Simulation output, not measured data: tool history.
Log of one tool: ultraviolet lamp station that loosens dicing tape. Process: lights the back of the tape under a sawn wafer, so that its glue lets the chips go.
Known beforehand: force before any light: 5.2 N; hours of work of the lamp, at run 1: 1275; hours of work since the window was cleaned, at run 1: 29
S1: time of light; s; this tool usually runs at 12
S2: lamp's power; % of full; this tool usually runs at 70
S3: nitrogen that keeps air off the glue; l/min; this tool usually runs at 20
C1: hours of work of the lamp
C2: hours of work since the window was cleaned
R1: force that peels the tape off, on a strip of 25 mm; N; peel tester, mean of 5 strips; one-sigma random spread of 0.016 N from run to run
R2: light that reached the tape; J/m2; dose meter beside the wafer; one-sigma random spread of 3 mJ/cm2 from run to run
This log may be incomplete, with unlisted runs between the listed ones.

| run | hour | S1 | S2 | S3 | C1 | C2 | R1 | R2 |
|---|---|---|---|---|---|---|---|---|
| 1 | 0 | 12 | 70 | 20 | 1275 | 29 | 1.655 | 2730 |
| 2 | 30 | 12 | 70 | 11 | 1296 | 50 | 2.106 | 2650 |
| 3 | 56.8 | 12 | 70 | 7 | 1316 | 69 | 2.506 | 2620 |
| 4 | 97.8 | 12 | 70 | 10 | 1345 | 99 | 2.243 | 2570 |
| 5 | 128.6 | 12 | 70 | 10 | 1367 | 121 | 2.295 | 2530 |
|  | 163.8 | lamp changed |
| 6 | 176.3 | 15 | 70 | 20 | 9 | 155 | 0.535 | 5400 |
| 7 | 227 | 12 | 70 | 20 | 45 | 191 | 0.86 | 4150 |
|  | 263.4 | window cleaned of glue's vapour |
| 8 | 263.4 | 12 | 70 | 27 | 71 | 0 | 0.656 | 4350 |
| 9 | 305.6 | 12 | 70 | 27 | 101 | 30 | 0.666 | 4260 |
| 10 | 334 | 12 | 70 | 20 | 122 | 51 | 0.826 | 4230 |
| 11 | 377.4 | 12 | 70 | 10 | 153 | 82 | 1.353 | 4050 |
| 12 | 427.3 | 12 | 70 | 31 | 189 | 118 | 0.692 | 4060 |
| 13 | 475 | 12 | 70 | 31 | 223 | 152 | 0.666 | 3940 |
| 14 | 506.8 | 12 | 70 | 31 | 246 | 175 | 0.715 | 3880 |
| 15 | 549.5 | 12 | 70 | 13 | 277 | 205 | 1.264 | 3780 |
|  | 564 | window cleaned of glue's vapour |
| 16 | 595.3 | 12 | 70 | 13 | 309 | 22 | 1.22 | 4000 |
| 17 | 644.2 | 12 | 70 | 13 | 344 | 58 | 1.34 | 3950 |
| 18 | 697.8 | 6 | 70 | 20 | 383 | 96 | 2.229 | 1890 |
| 19 | 720.3 | 8 | 77 | 6 | 399 | 112 | 2.481 | 2770 |
| 20 | 753.8 | 8 | 92 | 32 | 423 | 136 | 0.991 | 3270 |
| 21 | 777.8 | 13 | 70 | 20 | 440 | 154 | 0.93 | 3950 |
| 22 | 821.7 | 7 | 65 | 20 | 472 | 185 | 2.204 | 1960 |
|  | 866.2 | window cleaned of glue's vapour |
| 23 | 870.6 | 7 | 70 | 20 | 507 | 3 | 2.026 | 2210 |
| 24 | 925.8 | 12 | 70 | 10 | 546 | 43 | 1.547 | 3650 |
| 25 | 956.7 | 8 | 70 | 30 | 568 | 65 | 1.523 | 2440 |
| 26 | 983.1 | 14 | 63 | 30 | 587 | 84 | 0.766 | 3750 |
| 27 | 1015.1 | 10 | 70 | 20 | 610 | 107 | 1.397 | 2890 |
| 28 | 1057.4 | 14 | 71 | 20 | 641 | 137 | 0.882 | 4080 |
| 29 | 1084.2 | 19 | 70 | 20 | 660 | 157 | 0.527 | 5370 |
| 30 | 1127.7 | 19 | 70 | 20 | 691 | 188 | 0.548 | 5310 |
| 31 | 1155.7 | 18 | 70 | 20 | 711 | 208 | 0.632 | 4880 |
|  | 1169.7 | window cleaned of glue's vapour |
| 32 | 1198.8 | 7 | 70 | 18 | 742 | 21 | 2.238 | 2050 |
| 33 | 1233.4 | 7 | 70 | 18 | 767 | 46 | 2.303 | 1980 |
| 34 | 1272.4 | 12 | 61 | 20 | 795 | 74 | 1.457 | 2830 |
| 35 | 1327.1 | 8 | 73 | 20 | 834 | 113 | 1.919 | 2240 |
| 36 | 1359.6 | 15 | 94 | 10 | 857 | 136 | 0.986 | 5390 |

Measured minus without-hidden-state, run by run (identical run-to-run variation in each term; gauge scatter may differ):
Unlogged tool condition in this case: lamp's light, % of a new lamp's; light that the window lets through, % of a clean one's; drift of the gauge itself on peel_n, %; drift of the gauge itself on dose_mj_cm2, %.
| run | R1 | R2 |
|---|---|---|
| 1 | +0.865 | -1760 |
| 2 | +0.948 | -1790 |
| 3 | +0.992 | -1830 |
| 4 | +1.023 | -1910 |
| 5 | +1.062 | -1960 |
| 6 | +0.054 | -280 |
| 7 | +0.105 | -310 |
| 8 | +0.035 | -120 |
| 9 | +0.059 | -200 |
| 10 | +0.083 | -250 |
| 11 | +0.139 | -340 |
| 12 | +0.127 | -430 |
| 13 | +0.145 | -520 |
| 14 | +0.173 | -580 |
| 15 | +0.26 | -650 |
| 16 | +0.183 | -460 |
| 17 | +0.234 | -550 |
| 18 | +0.292 | -330 |
| 19 | +0.301 | -500 |
| 20 | +0.27 | -650 |
| 21 | +0.274 | -850 |
| 22 | +0.409 | -480 |
| 23 | +0.324 | -410 |
| 24 | +0.345 | -800 |
| 25 | +0.374 | -570 |
| 26 | +0.269 | -950 |
| 27 | +0.399 | -790 |
| 28 | +0.346 | -1210 |
| 29 | +0.243 | -1680 |
| 30 | +0.265 | -1820 |
| 31 | +0.31 | -1780 |
| 32 | +0.496 | -600 |
| 33 | +0.535 | -640 |
| 34 | +0.51 | -990 |
| 35 | +0.598 | -860 |
| 36 | +0.473 | -2200 |
